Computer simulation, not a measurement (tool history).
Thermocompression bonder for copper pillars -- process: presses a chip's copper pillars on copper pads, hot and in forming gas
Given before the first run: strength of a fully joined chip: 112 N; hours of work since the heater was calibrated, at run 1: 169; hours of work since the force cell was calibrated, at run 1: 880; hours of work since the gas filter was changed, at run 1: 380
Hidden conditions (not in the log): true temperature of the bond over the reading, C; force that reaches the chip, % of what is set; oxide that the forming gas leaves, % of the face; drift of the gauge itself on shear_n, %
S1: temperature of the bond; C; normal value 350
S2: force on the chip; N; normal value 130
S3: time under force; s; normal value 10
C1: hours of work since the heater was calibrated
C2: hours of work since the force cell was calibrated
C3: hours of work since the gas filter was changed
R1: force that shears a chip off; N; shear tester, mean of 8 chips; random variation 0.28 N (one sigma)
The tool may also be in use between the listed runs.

run,hour,S1,S2,S3,C1,C2,C3,R1
1,0,350,130,10,169,880,380,70.6
# hour 5.9: forming gas filter changed
2,35.9,350,130,10,188,899,16,70.7
3,74.6,350,130,10,209,920,37,70.3
4,105.8,350,130,10,226,936,54,70.2
5,142.1,371,130,10,245,956,73,83.4
6,176.8,323,130,10,264,974,92,52.7
7,201.1,323,130,27,277,988,105,73.1
8,230.1,350,130,17,293,1003,121,81.9
9,258.6,325,130,10,308,1018,136,54.1
10,276.5,328,130,8,318,1028,145,52.2
11,294.5,328,130,8,327,1038,155,52.3

Run 12 comes next. What will it give?
12,321,328,130,8,342,1052,169,?

{"run 12": {"R1": 51.9}}
The same run, on a tool lacking any hidden state, would have yielded R1 51.5 N.
